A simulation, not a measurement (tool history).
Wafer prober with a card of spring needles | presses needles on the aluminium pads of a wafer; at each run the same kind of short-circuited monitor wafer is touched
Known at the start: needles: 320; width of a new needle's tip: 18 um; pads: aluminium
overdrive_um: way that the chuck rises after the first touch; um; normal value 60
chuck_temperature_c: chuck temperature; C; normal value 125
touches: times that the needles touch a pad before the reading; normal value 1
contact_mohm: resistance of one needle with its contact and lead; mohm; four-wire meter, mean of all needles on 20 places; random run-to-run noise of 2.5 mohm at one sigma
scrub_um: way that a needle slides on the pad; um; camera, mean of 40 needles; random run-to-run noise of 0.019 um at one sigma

run	hour	overdrive_um	chuck_temperature_c	touches	contact_mohm	scrub_um
1	0.0	60	125	1	291	11.99
# hour 3.4: tips cleaned on abrasive film
# hour 17.4: tips cleaned on abrasive film
2	18.1	60	125	1	284	12.03
3	30.0	60	125	1	290	12.05
# hour 31.5: tips cleaned on abrasive film
# hour 44.8: tips cleaned on abrasive film
4	47.3	60	45	1	265	12.06
5	56.8	60	78	1	272	12.05
# hour 59.4: tips cleaned on abrasive film
6	67.1	60	125	2	286	12.02
# hour 73.8: tips cleaned on abrasive film
7	80.6	60	125	2	289	12.04
# hour 87.3: tips cleaned on abrasive film
8	96.4	60	65	1	270	12.06

Run 9 comes next. What will it give?
# hour 101.0: tips cleaned on abrasive film
# hour 114.3: tips cleaned on abrasive film
9	114.7	61	42	1	?	?

contact_mohm: 269 mohm
scrub_um: 12.25 um
Had the tool carried no hidden state, the very same run would have given contact_mohm 269 mohm, scrub_um 12.20 um.

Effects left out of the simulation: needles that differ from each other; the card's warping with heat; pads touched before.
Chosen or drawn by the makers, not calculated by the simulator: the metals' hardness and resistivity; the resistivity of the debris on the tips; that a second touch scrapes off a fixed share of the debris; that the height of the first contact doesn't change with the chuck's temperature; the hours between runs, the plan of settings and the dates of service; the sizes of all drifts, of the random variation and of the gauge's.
